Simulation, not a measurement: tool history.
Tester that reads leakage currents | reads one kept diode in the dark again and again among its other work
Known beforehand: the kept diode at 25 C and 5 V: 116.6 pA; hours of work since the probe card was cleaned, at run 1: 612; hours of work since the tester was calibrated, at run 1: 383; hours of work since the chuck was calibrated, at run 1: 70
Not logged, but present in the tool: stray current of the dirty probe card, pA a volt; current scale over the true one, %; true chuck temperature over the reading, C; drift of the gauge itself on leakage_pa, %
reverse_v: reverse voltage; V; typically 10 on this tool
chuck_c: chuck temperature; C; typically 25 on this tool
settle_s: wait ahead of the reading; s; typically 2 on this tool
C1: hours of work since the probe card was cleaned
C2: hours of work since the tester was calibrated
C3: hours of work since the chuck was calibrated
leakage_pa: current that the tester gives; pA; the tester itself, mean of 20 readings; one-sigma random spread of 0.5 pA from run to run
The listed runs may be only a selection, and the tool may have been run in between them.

Run 1, hour 0: usual settings; C1 612; C2 383; C3 70. Result: leakage_pa 171.78 pA.
Run 2, hour 32.3: usual settings; C1 631; C2 403; C3 89. Result: leakage_pa 171.32 pA.
Run 3, hour 79.2: usual settings; C1 659; C2 431; C3 117. Result: leakage_pa 171.61 pA.
Run 4, hour 124.9: usual settings; C1 687; C2 458; C3 145. Result: leakage_pa 172.11 pA.
Run 5, hour 173.4: usual settings; C1 716; C2 487; C3 174. Result: leakage_pa 171.69 pA.
Run 6, hour 212.6: usual settings but chuck_c 44 C; C1 739; C2 511; C3 198. Result: leakage_pa 652.56 pA.
Run 7, hour 254.3: usual settings but chuck_c 44 C; C1 765; C2 536; C3 223. Result: leakage_pa 649.02 pA.
Run 8, hour 294.7: usual settings but chuck_c 44 C; C1 789; C2 560; C3 247. Result: leakage_pa 648.93 pA.
Run 9, hour 331: usual settings; C1 811; C2 582; C3 269. Result: leakage_pa 171.9 pA.
Run 10, hour 375.5: usual settings but reverse_v 17.6 V; C1 837; C2 609; C3 296. Result: leakage_pa 234.7 pA.
Run 11, hour 421.9: usual settings; C1 865; C2 637; C3 323. Result: leakage_pa 171.82 pA.
Run 12, hour 473.1: usual settings; C1 896; C2 668; C3 354. Result: leakage_pa 170.74 pA.
Run 13, hour 518: usual settings; C1 923; C2 695; C3 381. Result: leakage_pa 170.15 pA.
Run 14, hour 558.2: usual settings; C1 947; C2 719; C3 405. Result: leakage_pa 170.81 pA.
Run 15, hour 596.5: usual settings but reverse_v 5 V; C1 970; C2 742; C3 428. Result: leakage_pa 117.05 pA.
Run 16, hour 646: usual settings but reverse_v 5 V; C1 1000; C2 772; C3 458. Result: leakage_pa 117.11 pA.
Run 17, hour 684.4: usual settings but settle_s 0.79 s; C1 1023; C2 795; C3 481. Result: leakage_pa 171.59 pA.
Run 18, hour 709.2: usual settings but settle_s 5.38 s; C1 1038; C2 810; C3 496. Result: leakage_pa 170.66 pA.
Run 19, hour 747.9: usual settings but settle_s 1.46 s; C1 1061; C2 833; C3 519. Result: leakage_pa 171.44 pA.
Run 20, hour 796.3: usual settings but settle_s 1.46 s; C1 1090; C2 862; C3 549. Result: leakage_pa 170.58 pA.
Run 21, hour 837.8: usual settings but settle_s 1.46 s; C1 1115; C2 887; C3 574. Result: leakage_pa 171.36 pA.
Run 22, hour 876.1: usual settings but reverse_v 8 V, chuck_c 38 C, settle_s 1.29 s; C1 1138; C2 910; C3 597. Result: leakage_pa 377.82 pA.
Run 23, hour 916.6: usual settings but reverse_v 1.9 V, chuck_c 28 C, settle_s 1.77 s; C1 1163; C2 934; C3 621. Result: leakage_pa 86.24 pA.
Run 24, hour 958.6: usual settings but reverse_v 19.7 V, chuck_c 26 C, settle_s 5.64 s; C1 1188; C2 960; C3 646. Result: leakage_pa 266.31 pA.
Run 25, hour 1003: usual settings but reverse_v 5.7 V, chuck_c 40 C; C1 1215; C2 986; C3 673. Result: leakage_pa 357.47 pA.
Run 26, hour 1038.6: usual settings but reverse_v 5.7 V, chuck_c 40 C; C1 1236; C2 1008; C3 694. Result: leakage_pa 360.16 pA.
Run 27, hour 1083.5: usual settings but reverse_v 5.7 V, chuck_c 40 C; C1 1263; C2 1035; C3 721. Result: leakage_pa 358.92 pA.
Run 28, hour 1121: usual settings but reverse_v 5.7 V, chuck_c 40 C; C1 1286; C2 1057; C3 744. Result: leakage_pa 357.16 pA.
Run 29, hour 1169.5: usual settings but reverse_v 1.7 V; C1 1315; C2 1086; C3 773. Result: leakage_pa 64.6 pA.
Run 30, hour 1204.3: usual settings but reverse_v 1.1 V, settle_s 0.47 s; C1 1336; C2 1107; C3 794. Result: leakage_pa 51.26 pA.
Run 31, hour 1228.2: usual settings but reverse_v 1.1 V, settle_s 0.47 s; C1 1350; C2 1122; C3 808. Result: leakage_pa 51.41 pA.
Run 32, hour 1282: usual settings but reverse_v 7 V, chuck_c 43 C; C1 1382; C2 1154; C3 841. Result: leakage_pa 482.38 pA.
Run 33, hour 1318: usual settings but reverse_v 8.3 V, chuck_c 50 C; C1 1404; C2 1176; C3 862. Result: leakage_pa 836.26 pA.
Run 34, hour 1343.9: usual settings but reverse_v 4.7 V, chuck_c 41 C, settle_s 4.04 s; C1 1420; C2 1191; C3 878. Result: leakage_pa 343 pA.
Run 35, hour 1384.5: usual settings but reverse_v 4.6 V, chuck_c 44 C, settle_s 7.6 s; C1 1444; C2 1216; C3 902. Result: leakage_pa 412.52 pA.
Run 36, hour 1417.2: usual settings but reverse_v 10.3 V, chuck_c 23 C, settle_s 0.55 s; C1 1464; C2 1235; C3 922. Result: leakage_pa 151.02 pA.
Run 37, hour 1460.8: usual settings but reverse_v 12.5 V, chuck_c 47 C, settle_s 7.16 s; C1 1490; C2 1262; C3 948. Result: leakage_pa 849.42 pA.
Run 38, hour 1507.2: usual settings but reverse_v 12.5 V, chuck_c 36 C, settle_s 7.16 s; C1 1518; C2 1290; C3 976. Result: leakage_pa 408.2 pA.
Run 39, hour 1551.1: usual settings but reverse_v 12.5 V, chuck_c 36 C, settle_s 8.88 s; C1 1544; C2 1316; C3 1002. Result: leakage_pa 406.9 pA.

A few steps of leakage_pa between consecutive runs. Split each: what settings, incoming material and random variation would produce without the hidden state, and what is left over for the hidden state, along with gauge scatter present in only one of the two compared results (measured, and without hidden state):
Run 5 -> 6: chuck_c 25 -> 44. leakage_pa +480.87 pA: hidden state -9.8, all else +490.67.
Run 33 -> 34: reverse_v 8.3 -> 4.7, chuck_c 50 -> 41, settle_s 2 -> 4.04. leakage_pa -493.26 pA: hidden state +28.9, all else -522.16.
Run 35 -> 36: reverse_v 4.6 -> 10.3, chuck_c 44 -> 23, settle_s 7.6 -> 0.55. leakage_pa -261.5 pA: hidden state +29.95, all else -291.45.
Run 36 -> 37: reverse_v 10.3 -> 12.5, chuck_c 23 -> 47, settle_s 0.55 -> 7.16. leakage_pa +698.4 pA: hidden state -52.52, all else +750.92.
Run 37 -> 38: chuck_c 47 -> 36. leakage_pa -441.22 pA: hidden state +33.89, all else -475.11.
